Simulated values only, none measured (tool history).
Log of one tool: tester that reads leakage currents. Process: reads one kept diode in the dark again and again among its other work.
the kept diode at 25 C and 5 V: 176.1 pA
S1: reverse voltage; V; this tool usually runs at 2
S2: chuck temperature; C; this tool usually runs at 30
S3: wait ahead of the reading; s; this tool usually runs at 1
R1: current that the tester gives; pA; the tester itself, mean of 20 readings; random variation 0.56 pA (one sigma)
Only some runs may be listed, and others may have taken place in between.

{"run": 1, "hour": 0.0, "S1": 2, "S2": 30, "S3": 1, "R1": 184.91}
{"run": 2, "hour": 78.7, "S1": 2, "S2": 30, "S3": 1, "R1": 183.95}
{"run": 3, "hour": 203.0, "S1": 2, "S2": 30, "S3": 0.77, "R1": 184.59}
{"run": 4, "hour": 287.8, "S1": 2, "S2": 30, "S3": 0.77, "R1": 184.17}
{"run": 5, "hour": 351.8, "S1": 2, "S2": 30, "S3": 0.77, "R1": 184.94}
{"run": 6, "hour": 470.4, "S1": 2, "S2": 30, "S3": 0.77, "R1": 183.63}
{"run": 7, "hour": 583.3, "S1": 2, "S2": 30, "S3": 5.46, "R1": 183.15}
{"run": 8, "hour": 662.4, "S1": 2, "S2": 34, "S3": 1, "R1": 250.93}
{"run": 9, "hour": 754.2, "S1": 2, "S2": 34, "S3": 1, "R1": 251.31}
{"run": 10, "hour": 844.4, "S1": 2, "S2": 34, "S3": 1, "R1": 250.45}
{"run": 11, "hour": 980.6, "S1": 2, "S2": 49, "S3": 1, "R1": 747.4}
{"run": 12, "hour": 1049.6, "S1": 2, "S2": 49, "S3": 1, "R1": 744.45}
{"run": 13, "hour": 1129.6, "S1": 2, "S2": 49, "S3": 1, "R1": 746.19}
{"run": 14, "hour": 1259.5, "S1": 2, "S2": 49, "S3": 1, "R1": 745.58}
{"run": 15, "hour": 1348.0, "S1": 2, "S2": 49, "S3": 1, "R1": 748.34}
{"run": 16, "hour": 1432.3, "S1": 2, "S2": 49, "S3": 1, "R1": 748.74}
{"run": 17, "hour": 1545.8, "S1": 2, "S2": 49, "S3": 2.57, "R1": 749.3}
{"run": 18, "hour": 1684.2, "S1": 2, "S2": 49, "S3": 2.57, "R1": 744.26}
{"run": 19, "hour": 1762.2, "S1": 2, "S2": 49, "S3": 2.57, "R1": 745.53}
{"run": 20, "hour": 1826.6, "S1": 2, "S2": 30, "S3": 1.35, "R1": 184.18}
{"run": 21, "hour": 1953.6, "S1": 2, "S2": 30, "S3": 2.33, "R1": 183.41}
{"run": 22, "hour": 2085.8, "S1": 2, "S2": 54, "S3": 3.72, "R1": 1049.59}
{"run": 23, "hour": 2160.8, "S1": 2, "S2": 54, "S3": 3.72, "R1": 1046.67}
{"run": 24, "hour": 2255.8, "S1": 14.21, "S2": 54, "S3": 6.1, "R1": 2267.3}
{"run": 25, "hour": 2331.1, "S1": 14.58, "S2": 30, "S3": 4.71, "R1": 399.63}
{"run": 26, "hour": 2449.4, "S1": 14.58, "S2": 41, "S3": 3.68, "R1": 917.82}
{"run": 27, "hour": 2552.1, "S1": 3.11, "S2": 50, "S3": 1.32, "R1": 948.57}
{"run": 28, "hour": 2660.9, "S1": 1.02, "S2": 33, "S3": 7.83, "R1": 178.56}
{"hour": 2703.6, "done": "chuck's temperature calibrated"}
{"run": 29, "hour": 2735.8, "S1": 7.15, "S2": 26, "S3": 7.83, "R1": 220.72}
{"run": 30, "hour": 2866.9, "S1": 4.25, "S2": 23, "S3": 1, "R1": 142.41}
{"run": 31, "hour": 3006.9, "S1": 1.62, "S2": 39, "S3": 0.68, "R1": 336.16}
{"run": 32, "hour": 3124.4, "S1": 1.62, "S2": 39, "S3": 0.68, "R1": 336.36}
{"run": 33, "hour": 3194.5, "S1": 5.19, "S2": 28, "S3": 0.68, "R1": 228.82}
{"run": 34, "hour": 3264.7, "S1": 5.19, "S2": 28, "S3": 0.68, "R1": 231.6}
{"run": 35, "hour": 3388.8, "S1": 9.53, "S2": 28, "S3": 0.68, "R1": 294.15}
{"run": 36, "hour": 3456.9, "S1": 9.53, "S2": 28, "S3": 0.68, "R1": 293.58}
{"run": 37, "hour": 3539.5, "S1": 2, "S2": 22, "S3": 1, "R1": 96.8}
{"run": 38, "hour": 3636.3, "S1": 1.07, "S2": 30, "S3": 1.03, "R1": 143.43}
{"run": 39, "hour": 3723.8, "S1": 1.5, "S2": 28, "S3": 1.98, "R1": 139.85}

Pick out some run-to-run changes in R1. Of each, how much would a tool without hidden state show as well, from the settings, what came in and chance, and how much is left for the hidden state and any gauge scatter not in both results compared?
Hidden state at play: stray current of the dirty probe card, pA a volt; current scale over the true one, %; true chuck temperature over the reading, C; drift of the gauge itself on leakage_pa, %.
Run 21 -> 22: S2 30 -> 54, S3 2.33 -> 3.72. R1 +866.18 pA: hidden state -1.6, all else +867.78.
Run 23 -> 24: S1 2 -> 14.21, S3 3.72 -> 6.1. R1 +1220.63 pA: hidden state -2.16, all else +1222.79.
Run 24 -> 25: S1 14.21 -> 14.58, S2 54 -> 30, S3 6.1 -> 4.71. R1 -1867.67 pA: hidden state +3.63, all else -1871.3.
Run 27 -> 28: S1 3.11 -> 1.02, S2 50 -> 33, S3 1.32 -> 7.83. R1 -770.01 pA: hidden state +1.63, all else -771.64.
